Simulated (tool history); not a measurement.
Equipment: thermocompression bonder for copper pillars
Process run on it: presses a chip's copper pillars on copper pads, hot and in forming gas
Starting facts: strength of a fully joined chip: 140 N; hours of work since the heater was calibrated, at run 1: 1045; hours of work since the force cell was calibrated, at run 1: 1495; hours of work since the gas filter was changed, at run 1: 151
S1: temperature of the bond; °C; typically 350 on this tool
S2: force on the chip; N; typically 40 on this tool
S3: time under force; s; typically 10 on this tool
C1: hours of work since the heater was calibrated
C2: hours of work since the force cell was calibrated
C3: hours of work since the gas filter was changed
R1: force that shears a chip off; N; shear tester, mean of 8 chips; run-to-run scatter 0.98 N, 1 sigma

run,hour,S1,S2,S3,C1,C2,C3,R1
1,0,350,40,10,1045,1495,151,83.4
2,54.6,350,40,10,1069,1519,175,81.6
3,127.3,350,40,10,1101,1552,207,83.7
4,202.2,350,40,10,1134,1585,241,83.5
5,258.3,350,40,10,1159,1609,265,81.6
# hour 275.1: heater calibrated with a thermocouple chip
6,304.3,325,40,10,13,1629,285,57.6
7,366.7,325,40,10,40,1656,312,57.9
# hour 422.8: forming gas filter changed
8,425,350,40,10,66,1682,1,79.4
9,482,350,40,10,91,1707,26,80
10,564.6,350,40,10,128,1744,63,78.6
11,633,350,40,10,158,1774,93,78.7
12,690.5,350,40,10,183,1799,118,78.1
13,762.6,350,40,17,215,1831,150,92.4
14,804.5,350,40,17,234,1850,169,90.6
15,865.7,350,30,17,261,1877,196,70
# hour 914.7: force cell calibrated
16,940.7,350,30,17,293,12,228,67.1
17,1012,350,40,10,325,43,260,74.7
18,1055.3,350,40,10,344,62,279,76.6
19,1141,350,40,10,382,100,317,74.6
# hour 1192.1: forming gas filter changed
20,1221,331,40,10,417,135,13,63.4
21,1268.4,332,34,6,438,156,34,43.9
22,1323.2,331,27,14,462,180,58,46
23,1369.9,334,42,15,482,201,79,79.7
# hour 1444.1: force cell calibrated, once more
24,1449.5,349,60,10,517,2,113,110.1
25,1495.2,358,40,10,537,23,133,90.8
26,1565.8,346,40,29,568,54,164,107.9
27,1611.4,344,54,29,588,74,185,122
28,1683.8,350,24,10,620,106,217,47.9
29,1759.6,371,28,30,654,139,250,100.4
30,1843.2,331,40,20,691,176,287,83.9
31,1918.4,331,59,8,724,210,320,91.5
# hour 1956.8: forming gas filter changed
32,1971.6,365,59,16,747,233,7,133.3
33,2038.3,329,40,10,777,262,36,71.6
34,2109.6,367,25,6,808,294,67,53.5
35,2180.7,367,25,6,840,325,99,53.6
36,2269.9,367,25,6,879,365,138,51.9
37,2331.4,367,25,6,906,392,165,51.9
38,2419.1,367,25,6,945,430,204,52.8
39,2485.8,367,25,6,975,460,234,52.5

Predict each of these 4 candidate next runs independently; none follows another, all start after run 39:
A,2537.3,367,34,6,997,483,256,?
B,2537.3,350,52,16,997,483,256,?
C,2537.3,350,27,10,997,483,256,?
D,2537.3,370,40,19,997,483,256,?

run,R1
A,70.3
B,112.7
C,55.8
D,113.7
Without the tool's hidden state the same runs would have given:
run,R1
A,71
B,115.7
C,55.9
D,116.9
